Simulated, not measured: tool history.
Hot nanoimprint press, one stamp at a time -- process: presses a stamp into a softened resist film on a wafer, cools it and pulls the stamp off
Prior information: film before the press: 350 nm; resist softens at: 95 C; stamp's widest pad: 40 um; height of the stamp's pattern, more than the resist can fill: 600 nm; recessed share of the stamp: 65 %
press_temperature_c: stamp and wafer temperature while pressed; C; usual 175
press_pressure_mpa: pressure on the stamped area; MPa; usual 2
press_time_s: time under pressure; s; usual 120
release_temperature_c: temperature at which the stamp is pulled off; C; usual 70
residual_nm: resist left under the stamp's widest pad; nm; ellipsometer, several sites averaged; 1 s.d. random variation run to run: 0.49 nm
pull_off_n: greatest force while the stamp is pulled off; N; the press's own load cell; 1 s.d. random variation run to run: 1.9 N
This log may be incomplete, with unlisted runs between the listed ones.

Run 1, hour 0: usual settings. Result: residual_nm 162.2 nm, pull_off_n 200 N.
Run 2, hour 7.2: usual settings. Result: residual_nm 161.7 nm, pull_off_n 202 N.
Run 3, hour 12.7: usual settings but press_pressure_mpa 1.62 MPa. Result: residual_nm 175.7 nm, pull_off_n 203 N.
Run 4, hour 21.3: usual settings but press_temperature_c 163 C. Result: residual_nm 250.2 nm, pull_off_n 198 N.
Run 5, hour 29.3: usual settings but press_temperature_c 172 C. Result: residual_nm 183.3 nm, pull_off_n 201 N.
Run 6, hour 34.4: usual settings. Result: residual_nm 162.6 nm, pull_off_n 199 N.
Run 7, hour 45.2: usual settings but press_temperature_c 169 C. Result: residual_nm 204.5 nm, pull_off_n 200 N.
Run 8, hour 51.1: usual settings but press_temperature_c 172 C. Result: residual_nm 182.2 nm, pull_off_n 199 N.
Run 9, hour 57.2: usual settings but press_temperature_c 172 C. Result: residual_nm 181.9 nm, pull_off_n 202 N.
Run 10, hour 68.3: usual settings. Result: residual_nm 162.3 nm, pull_off_n 204 N.
Run 11, hour 77.5: usual settings. Result: residual_nm 161.3 nm, pull_off_n 202 N.
Run 12, hour 85.4: usual settings. Result: residual_nm 161.1 nm, pull_off_n 202 N.
At hour 96.5: stamp cleaned and given a new release coat.
Run 13, hour 98: usual settings. Result: residual_nm 162 nm, pull_off_n 202 N.
Run 14, hour 105.9: usual settings. Result: residual_nm 160.6 nm, pull_off_n 203 N.
Run 15, hour 116.3: usual settings. Result: residual_nm 161.7 nm, pull_off_n 199 N.
Run 16, hour 123.5: usual settings. Result: residual_nm 160.1 nm, pull_off_n 202 N.
Run 17, hour 134.7: usual settings but press_temperature_c 171 C, press_pressure_mpa 1.47 MPa. Result: residual_nm 209.9 nm, pull_off_n 196 N.
Run 18, hour 139.8: usual settings but press_temperature_c 171 C, press_pressure_mpa 1.47 MPa. Result: residual_nm 210.2 nm, pull_off_n 201 N.
Run 19, hour 151.2: usual settings but press_temperature_c 173 C, press_pressure_mpa 1.22 MPa, press_time_s 139 s, release_temperature_c 73 C. Result: residual_nm 198.6 nm, pull_off_n 200 N.
Run 20, hour 158.2: usual settings but press_time_s 98 s. Result: residual_nm 175 nm, pull_off_n 198 N.
Run 21, hour 165.4: usual settings but press_time_s 98 s. Result: residual_nm 174.4 nm, pull_off_n 203 N.
Run 22, hour 175.9: usual settings but press_time_s 196 s, release_temperature_c 65 C. Result: residual_nm 131.7 nm, pull_off_n 204 N.

For run 23, what comes out?
Run 23, hour 182.1: usual settings but press_temperature_c 186 C, press_time_s 196 s. Result: residual_nm ?, pull_off_n ?.

{"run 23": {"residual_nm": 82.3, "pull_off_n": 200}}
Were there no unlogged condition in the tool, this run, its random variation unchanged, would have produced residual_nm 82.3 nm, pull_off_n 199 N.
